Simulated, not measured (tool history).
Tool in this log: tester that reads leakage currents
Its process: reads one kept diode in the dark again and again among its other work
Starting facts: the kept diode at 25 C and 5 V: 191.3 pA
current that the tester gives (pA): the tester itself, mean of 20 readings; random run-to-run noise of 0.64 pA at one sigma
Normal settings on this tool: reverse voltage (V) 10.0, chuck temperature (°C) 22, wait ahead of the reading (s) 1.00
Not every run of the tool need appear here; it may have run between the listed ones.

run,hour,reverse voltage (V),chuck temperature (°C),wait ahead of the reading (s),current that the tester gives (pA)
1,0.0,10.0,22,1.00,210.42
2,38.5,10.0,22,1.00,209.10
3,86.5,10.0,22,1.00,208.97
4,121.5,10.0,22,1.00,208.45
5,160.7,3.4,22,1.00,118.08
6,188.2,10.0,21,1.00,190.46
7,225.6,10.0,21,1.00,189.26
8,266.7,10.0,22,1.00,207.76
9,293.8,10.0,22,1.00,208.11
10,345.4,10.0,22,1.00,206.12
11,388.3,10.0,22,1.00,205.80
12,416.9,10.0,22,1.52,205.53
13,466.3,10.0,22,1.52,206.83
14,496.2,10.0,26,1.00,292.56
15,551.9,10.0,22,1.00,205.45
16,584.6,10.0,22,1.00,205.77
17,627.7,10.0,22,1.00,205.29
18,684.7,10.0,21,1.00,186.80
19,725.6,10.0,21,6.00,185.09
20,776.5,10.0,30,1.00,407.89
21,827.1,10.0,30,1.00,409.17
22,881.6,10.0,30,1.00,407.32
23,909.3,6.2,50,9.22,1564.01
24,966.2,6.2,50,9.22,1563.59
25,1015.7,10.0,50,2.03,2006.39
26,1059.2,10.0,58,1.57,3628.61
27,1114.1,1.6,23,0.82,83.70
28,1157.9,10.0,22,5.32,198.56
29,1199.2,3.4,55,1.30,1652.95
30,1257.2,1.6,38,0.85,300.63
31,1294.5,3.0,49,0.77,989.25
32,1352.0,12.1,22,0.37,221.82
33,1393.4,10.0,34,0.64,561.38
34,1445.8,1.2,22,5.86,65.15
35,1501.1,1.2,22,5.86,64.99
36,1545.8,3.2,31,0.76,239.44
37,1580.5,3.2,31,0.76,239.16
38,1627.7,1.9,20,2.85,68.37
39,1656.6,1.9,20,2.85,68.43

Taken out of this log: 2 entries between the listed runs. Where each belongs, and how the hidden state differs across it:
Between runs 21 and 22: probe card cleaned and baked (hour 834.8)
  stray current of the dirty probe card, pA a volt: 0.196 -> 0.265; true chuck temperature over the reading, C: -0.55 -> -0.57
  the result without the hidden state subtracted from the measured one, current that the tester gives (pA): -16.56 -> -16.56
Between runs 25 and 26: probe card cleaned and baked, once more (hour 1056.4)
  stray current of the dirty probe card, pA a volt: 0.28 -> 0.021; current scale over the true one, %: 0.28 -> 0.29; true chuck temperature over the reading, C: -0.63 -> -0.65
  the result without the hidden state subtracted from the measured one, current that the tester gives (pA): -88.85 -> -161.64
